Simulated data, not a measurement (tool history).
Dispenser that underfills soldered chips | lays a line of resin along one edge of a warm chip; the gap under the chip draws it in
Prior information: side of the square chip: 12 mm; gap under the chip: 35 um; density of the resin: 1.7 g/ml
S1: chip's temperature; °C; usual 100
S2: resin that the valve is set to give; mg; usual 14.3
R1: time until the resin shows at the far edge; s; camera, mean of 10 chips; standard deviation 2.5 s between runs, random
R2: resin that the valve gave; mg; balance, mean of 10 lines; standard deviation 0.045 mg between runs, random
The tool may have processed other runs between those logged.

run,day,S1,S2,R1,R2
1,0.000,100,14.3,285.8,13.77
2,0.171,100,14.3,330.8,13.65
3,0.371,100,14.3,378.4,13.70
# day 0.546: new syringe of resin
4,0.708,100,14.3,301.6,13.63
5,1.075,100,14.3,388.6,13.58
# day 1.233: new syringe of resin
6,1.396,100,16.2,291.5,15.28
7,1.571,100,15.2,327.2,14.41
8,1.754,100,14.3,386.7,13.44
# day 1.912: new syringe of resin
9,2.062,100,14.3,296.1,13.54
10,2.275,100,14.3,356.1,13.43
# day 2.600: new syringe of resin
11,2.646,100,14.3,276.6,13.36
# day 2.938: dispensing valve cleaned and set on the balance
12,2.962,100,14.3,342.4,14.31
13,3.175,100,14.3,399.8,14.28
# day 3.342: new syringe of resin
14,3.558,101,14.3,292.3,14.27
15,3.933,101,14.3,387.5,14.19
# day 4.033: new syringe of resin
16,4.179,101,14.3,283.0,14.09
17,4.338,101,14.3,323.7,14.23
18,4.642,86,15.4,805.0,15.21
# day 4.738: new syringe of resin
19,4.842,88,14.3,517.6,14.11

For run 20, what comes out?
20,5.121,112,17.9,?,?

{"run 20": {"R1": 212.8, "R2": 17.57}}
Minus the tool's unlogged condition, the same run would have read R1 148.2 s, R2 17.87 mg.

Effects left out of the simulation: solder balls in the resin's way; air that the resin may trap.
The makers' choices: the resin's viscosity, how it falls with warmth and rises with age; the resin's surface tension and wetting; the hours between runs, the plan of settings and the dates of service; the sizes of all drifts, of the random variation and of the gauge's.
